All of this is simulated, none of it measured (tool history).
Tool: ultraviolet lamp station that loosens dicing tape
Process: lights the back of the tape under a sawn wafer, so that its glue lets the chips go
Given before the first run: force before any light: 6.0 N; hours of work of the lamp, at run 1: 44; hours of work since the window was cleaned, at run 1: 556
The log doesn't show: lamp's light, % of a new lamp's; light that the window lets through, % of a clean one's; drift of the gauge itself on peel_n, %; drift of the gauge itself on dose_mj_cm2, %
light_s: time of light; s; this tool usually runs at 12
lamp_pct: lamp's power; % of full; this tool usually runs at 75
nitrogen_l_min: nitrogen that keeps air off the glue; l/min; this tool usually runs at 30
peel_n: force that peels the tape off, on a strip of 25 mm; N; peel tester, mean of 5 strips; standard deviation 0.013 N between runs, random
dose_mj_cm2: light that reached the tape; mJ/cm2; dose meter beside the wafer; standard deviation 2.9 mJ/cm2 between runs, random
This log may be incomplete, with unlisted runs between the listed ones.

run   hour  light_s  lamp_pct  nitrogen_l_min  hours of work of the lamp  hours of work since the window was cleaned  peel_n  dose_mj_cm2
  1    0.0       12        75              30                         44                                         556   0.688          398
  2    6.9       12        75              30                         47                                         559   0.682          393
  3   14.1       19        75              30                         51                                         562   0.320          629
  4   18.0       19        75              30                         52                                         564   0.325          632
  5   25.2       19        66              30                         56                                         567   0.384          551
  6   31.1       12        75              30                         59                                         570   0.666          395
  7   35.0       12        75              30                         60                                         572   0.691          395
  8   44.2       12        75              30                         65                                         576   0.687          395
  9   50.9       12        75              30                         68                                         579   0.672          389
 10   57.8       12        75              30                         71                                         583   0.699          392
 11   65.3       12        75              30                         75                                         586   0.683          397
 12   69.4       12        75              30                         76                                         588   0.711          394
 13   75.5       12        75              30                         79                                         591   0.688          392
 14   83.8       12        75              30                         83                                         595   0.700          390
 15   88.8       12        75              30                         85                                         597   0.678          390
 16   98.2       12        75              30                         90                                         601   0.696          388
 17  106.2       12        75              30                         94                                         605   0.708          393
 18  112.0       22        74              50                         96                                         608   0.239          705
 19  120.3       22        80              50                        100                                         612   0.226          765
 20  130.0        6        75              30                        105                                         616   1.957          193
 21  137.0       12        84              15                        108                                         620   0.956          440
 22  143.4       12        84              15                        111                                         623   0.952          440
 23  149.8        6        75              14                        114                                         625   2.621          193
 24  159.2        6        75              14                        118                                         630   2.593          192
 25  165.4       11        85              30                        121                                         633   0.658          402
 26  170.4       10        70              30                        123                                         635   1.071          300
 27  179.4       10        70              30                        128                                         639   1.046          305
 28  185.5        6        93              23                        131                                         642   1.709          240
 29  193.0        6        72              44                        134                                         646   1.671          187
 30  197.4        6        72              44                        136                                         648   1.705          183
 31  202.4        6        72              44                        138                                         650   1.757          184
 32  208.0        6        72              44                        141                                         653   1.765          184
 33  213.6       22        67              11                        144                                         655   0.647          630

For each run, the measured value with the value that run would have given without the tool's hidden condition subtracted. The run-to-run variation is shared by both, the gauge scatter possibly not:
run  peel_n  dose_mj_cm2
  1  +0.087          -33
  2  +0.088          -33
  3  +0.029          -53
  4  +0.031          -54
  5  +0.046          -48
  6  +0.090          -35
  7  +0.094          -34
  8  +0.096          -36
  9  +0.094          -35
 10  +0.099          -35
 11  +0.098          -37
 12  +0.102          -37
 13  +0.101          -37
 14  +0.103          -37
 15  +0.101          -38
 16  +0.104          -38
 17  +0.109          -39
 18  +0.011          -71
 19  +0.007          -77
 20  +0.209          -20
 21  +0.144          -46
 22  +0.145          -46
 23  +0.220          -20
 24  +0.221          -20
 25  +0.107          -44
 26  +0.162          -33
 27  +0.160          -34
 28  +0.214          -27
 29  +0.211          -22
 30  +0.215          -21
 31  +0.224          -22
 32  +0.226          -22
 33  +0.113          -74

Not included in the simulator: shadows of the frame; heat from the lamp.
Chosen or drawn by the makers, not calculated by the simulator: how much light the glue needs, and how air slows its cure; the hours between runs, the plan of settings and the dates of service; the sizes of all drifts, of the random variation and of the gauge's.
